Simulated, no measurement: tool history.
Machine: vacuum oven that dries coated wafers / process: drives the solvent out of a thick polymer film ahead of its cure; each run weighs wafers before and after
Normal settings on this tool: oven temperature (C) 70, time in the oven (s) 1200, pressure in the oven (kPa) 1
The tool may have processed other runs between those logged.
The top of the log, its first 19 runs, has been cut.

run,day,oven temperature (C),time in the oven (s),pressure in the oven (kPa),hours of work since the thermocouples were calibrated,hours of work since the vacuum gauge was cleaned of residue,solvent left in the film (%)
20,35.542,58,1620,2.51,413,914,5.55
21,38.212,75,720,3.36,463,963,3.24
22,40.842,75,720,3.36,511,1012,3.26
23,42.212,71,1200,1.1,537,1037,1.51
24,43.562,71,1200,1.1,562,1062,1.63
25,44.754,56,1200,1,584,1084,7.61
26,46.3,56,720,1,612,1113,10.75
27,48.579,56,720,1,654,1155,10.74
28,50.904,79,1200,1,697,1198,0.54
29,52.867,79,1200,1,734,1234,0.52
30,54.95,70,1260,1,772,1273,1.64

Consider 4 possible next runs. They are alternatives, not a sequence: every one starts from the tool as it was left by run 30. What does each give?
A,57.05,70,1800,1,811,1312,?
B,57.05,77,1800,1,811,1312,?
C,57.05,82,780,1,811,1312,?
D,57.05,75,1200,1,811,1312,?

run,solvent left in the film (%)
A,0.84
B,0.44
C,0.74
D,0.88
Stripped of hidden state, with their random variation kept, the same runs would have yielded:
run,solvent left in the film (%)
A,0.84
B,0.44
C,0.73
D,0.87
